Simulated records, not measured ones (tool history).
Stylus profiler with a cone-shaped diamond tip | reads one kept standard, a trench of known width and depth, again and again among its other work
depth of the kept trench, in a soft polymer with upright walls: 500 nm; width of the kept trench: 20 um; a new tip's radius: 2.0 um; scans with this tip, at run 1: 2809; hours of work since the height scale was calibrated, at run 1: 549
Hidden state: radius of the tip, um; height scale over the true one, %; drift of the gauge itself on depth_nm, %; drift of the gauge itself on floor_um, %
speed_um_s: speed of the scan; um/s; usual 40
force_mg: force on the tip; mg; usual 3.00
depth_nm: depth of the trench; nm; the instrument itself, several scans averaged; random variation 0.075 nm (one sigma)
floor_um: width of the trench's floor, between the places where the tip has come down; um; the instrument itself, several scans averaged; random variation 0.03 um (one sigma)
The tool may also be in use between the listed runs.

run	hour	speed_um_s	force_mg	scans with this tip	hours of work since the height scale was calibrated	depth_nm	floor_um
1	0.0	40	3.00	2809	549	508.21	16.32
2	13.6	40	3.00	2861	560	508.05	16.34
3	34.0	40	3.00	2940	575	508.09	16.34
4	51.8	91	3.00	3009	589	508.13	16.12
5	61.6	40	3.00	3046	596	508.18	16.34
6	71.9	78	3.00	3086	604	508.23	16.11
7	92.3	18	1.85	3165	619	506.27	16.36
8	102.2	11	6.54	3203	627	513.50	16.48
9	117.8	23	3.00	3263	638	508.33	16.34
10	130.2	23	3.25	3311	648	508.76	16.36
11	145.4	23	3.25	3370	659	508.73	16.35
12	165.9	23	3.25	3449	675	508.72	16.34

3 ways to go on from here, each from the tool as it stands after run 12. What would each give?
A	187.6	24	3.00	3533	691	?	?
B	187.6	40	8.43	3533	691	?	?
C	187.6	79	7.46	3533	691	?	?

run	depth_nm	floor_um
A	508.46	16.32
B	515.90	16.31
C	514.74	16.19
Without the tool's hidden state the same runs would have given:
run	depth_nm	floor_um
A	507.51	17.24
B	514.94	17.24
C	513.78	17.11
